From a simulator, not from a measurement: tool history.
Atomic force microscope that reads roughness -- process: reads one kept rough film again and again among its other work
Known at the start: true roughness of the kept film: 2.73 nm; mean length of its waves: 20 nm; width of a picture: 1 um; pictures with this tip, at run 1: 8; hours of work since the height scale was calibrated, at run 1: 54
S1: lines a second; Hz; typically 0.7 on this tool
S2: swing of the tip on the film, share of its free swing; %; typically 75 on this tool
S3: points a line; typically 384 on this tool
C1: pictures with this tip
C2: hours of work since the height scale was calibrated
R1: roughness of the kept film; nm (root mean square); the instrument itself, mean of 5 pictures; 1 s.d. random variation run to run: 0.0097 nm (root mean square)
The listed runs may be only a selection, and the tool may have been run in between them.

{"run": 1, "hour": 0.0, "S1": 0.7, "S2": 75, "S3": 384, "C1": 8, "C2": 54, "R1": 2.116}
{"run": 2, "hour": 7.6, "S1": 0.7, "S2": 75, "S3": 384, "C1": 20, "C2": 58, "R1": 2.01}
{"run": 3, "hour": 13.1, "S1": 0.7, "S2": 75, "S3": 384, "C1": 28, "C2": 60, "R1": 1.957}
{"run": 4, "hour": 21.8, "S1": 1.384, "S2": 75, "S3": 384, "C1": 42, "C2": 64, "R1": 1.824}
{"run": 5, "hour": 28.2, "S1": 1.384, "S2": 75, "S3": 384, "C1": 51, "C2": 67, "R1": 1.764}
{"run": 6, "hour": 32.7, "S1": 0.7, "S2": 75, "S3": 384, "C1": 58, "C2": 69, "R1": 1.77}
{"run": 7, "hour": 38.6, "S1": 0.7, "S2": 75, "S3": 384, "C1": 67, "C2": 71, "R1": 1.71}
{"run": 8, "hour": 47.8, "S1": 0.7, "S2": 75, "S3": 384, "C1": 81, "C2": 75, "R1": 1.619}
{"run": 9, "hour": 52.2, "S1": 0.7, "S2": 75, "S3": 384, "C1": 88, "C2": 77, "R1": 1.587}
{"run": 10, "hour": 56.9, "S1": 0.7, "S2": 75, "S3": 384, "C1": 95, "C2": 79, "R1": 1.564}
{"run": 11, "hour": 66.3, "S1": 0.7, "S2": 75, "S3": 384, "C1": 110, "C2": 84, "R1": 1.48}
{"hour": 68.8, "done": "new tip fitted"}
{"run": 12, "hour": 72.7, "S1": 0.7, "S2": 75, "S3": 384, "C1": 6, "C2": 86, "R1": 2.13}
{"run": 13, "hour": 80.2, "S1": 0.7, "S2": 75, "S3": 384, "C1": 17, "C2": 90, "R1": 2.032}
{"run": 14, "hour": 89.0, "S1": 0.7, "S2": 75, "S3": 384, "C1": 31, "C2": 93, "R1": 1.943}
{"run": 15, "hour": 96.4, "S1": 0.7, "S2": 75, "S3": 384, "C1": 42, "C2": 97, "R1": 1.85}
{"run": 16, "hour": 103.6, "S1": 0.7, "S2": 68, "S3": 384, "C1": 53, "C2": 100, "R1": 1.799}
{"run": 17, "hour": 114.1, "S1": 0.7, "S2": 68, "S3": 384, "C1": 69, "C2": 105, "R1": 1.712}
{"run": 18, "hour": 121.6, "S1": 0.7, "S2": 68, "S3": 384, "C1": 81, "C2": 108, "R1": 1.63}
{"run": 19, "hour": 127.9, "S1": 0.7, "S2": 68, "S3": 384, "C1": 90, "C2": 111, "R1": 1.581}
{"run": 20, "hour": 134.6, "S1": 0.7, "S2": 75, "S3": 384, "C1": 101, "C2": 114, "R1": 1.519}
{"hour": 142.6, "done": "new tip fitted"}
{"run": 21, "hour": 143.0, "S1": 0.503, "S2": 75, "S3": 384, "C1": 1, "C2": 117, "R1": 2.182}
{"run": 22, "hour": 149.0, "S1": 0.503, "S2": 75, "S3": 384, "C1": 10, "C2": 120, "R1": 2.102}
{"run": 23, "hour": 154.3, "S1": 0.503, "S2": 75, "S3": 384, "C1": 18, "C2": 122, "R1": 2.046}
{"run": 24, "hour": 161.6, "S1": 2.677, "S2": 88, "S3": 741, "C1": 29, "C2": 125, "R1": 1.697}
{"run": 25, "hour": 170.2, "S1": 0.785, "S2": 59, "S3": 486, "C1": 43, "C2": 129, "R1": 1.892}
{"run": 26, "hour": 180.3, "S1": 0.785, "S2": 59, "S3": 486, "C1": 58, "C2": 134, "R1": 1.801}
{"run": 27, "hour": 190.6, "S1": 2.051, "S2": 69, "S3": 299, "C1": 74, "C2": 138, "R1": 1.612}
{"run": 28, "hour": 200.7, "S1": 0.55, "S2": 67, "S3": 554, "C1": 89, "C2": 143, "R1": 1.612}
{"hour": 202.2, "done": "height scale calibrated on a step standard"}
{"run": 29, "hour": 209.8, "S1": 2.255, "S2": 77, "S3": 985, "C1": 102, "C2": 3, "R1": 1.452}
{"hour": 217.2, "done": "new tip fitted"}
{"run": 30, "hour": 218.3, "S1": 3.955, "S2": 80, "S3": 384, "C1": 2, "C2": 7, "R1": 1.871}
{"hour": 224.1, "done": "height scale calibrated on a step standard, once more"}
{"run": 31, "hour": 224.7, "S1": 0.74, "S2": 75, "S3": 455, "C1": 10, "C2": 0, "R1": 2.105}
{"run": 32, "hour": 231.5, "S1": 3.179, "S2": 75, "S3": 384, "C1": 21, "C2": 3, "R1": 1.844}
{"run": 33, "hour": 237.2, "S1": 3.179, "S2": 75, "S3": 384, "C1": 30, "C2": 6, "R1": 1.78}
{"run": 34, "hour": 243.4, "S1": 0.54, "S2": 55, "S3": 819, "C1": 39, "C2": 9, "R1": 1.915}
{"run": 35, "hour": 250.2, "S1": 2.444, "S2": 60, "S3": 488, "C1": 49, "C2": 12, "R1": 1.803}
{"run": 36, "hour": 257.7, "S1": 2.444, "S2": 60, "S3": 488, "C1": 61, "C2": 15, "R1": 1.746}
{"run": 37, "hour": 267.1, "S1": 1.683, "S2": 82, "S3": 868, "C1": 75, "C2": 19, "R1": 1.589}
{"run": 38, "hour": 277.2, "S1": 0.7, "S2": 75, "S3": 519, "C1": 91, "C2": 23, "R1": 1.597}
{"run": 39, "hour": 282.7, "S1": 1.991, "S2": 75, "S3": 794, "C1": 99, "C2": 26, "R1": 1.483}
{"hour": 291.5, "done": "new tip fitted"}
{"run": 40, "hour": 291.9, "S1": 0.7, "S2": 56, "S3": 384, "C1": 1, "C2": 30, "R1": 2.212}
{"run": 41, "hour": 298.0, "S1": 1.945, "S2": 70, "S3": 829, "C1": 10, "C2": 32, "R1": 2.083}
{"run": 42, "hour": 305.1, "S1": 1.226, "S2": 89, "S3": 535, "C1": 21, "C2": 36, "R1": 1.922}
{"run": 43, "hour": 315.2, "S1": 0.737, "S2": 86, "S3": 277, "C1": 36, "C2": 40, "R1": 1.829}
{"run": 44, "hour": 324.7, "S1": 0.737, "S2": 86, "S3": 277, "C1": 51, "C2": 44, "R1": 1.751}
{"run": 45, "hour": 332.7, "S1": 1.463, "S2": 86, "S3": 366, "C1": 63, "C2": 48, "R1": 1.62}
{"run": 46, "hour": 338.4, "S1": 1.463, "S2": 86, "S3": 366, "C1": 72, "C2": 50, "R1": 1.582}

Consider 3 possible next runs. They are alternatives, not a sequence: every one starts from the tool as it was left by run 46. What does each give?
{"run": "A", "hour": 349.1, "S1": 1.463, "S2": 86, "S3": 904, "C1": 88, "C2": 55, "R1": "?"}
{"run": "B", "hour": 349.1, "S1": 1.968, "S2": 75, "S3": 636, "C1": 88, "C2": 55, "R1": "?"}
{"run": "C", "hour": 349.1, "S1": 0.738, "S2": 86, "S3": 660, "C1": 88, "C2": 55, "R1": "?"}

run=A R1=1.511
run=B R1=1.534
run=C R1=1.57
Without the tool's hidden state the same runs would have given:
run=A R1=2.089
run=B R1=2.119
run=C R1=2.171

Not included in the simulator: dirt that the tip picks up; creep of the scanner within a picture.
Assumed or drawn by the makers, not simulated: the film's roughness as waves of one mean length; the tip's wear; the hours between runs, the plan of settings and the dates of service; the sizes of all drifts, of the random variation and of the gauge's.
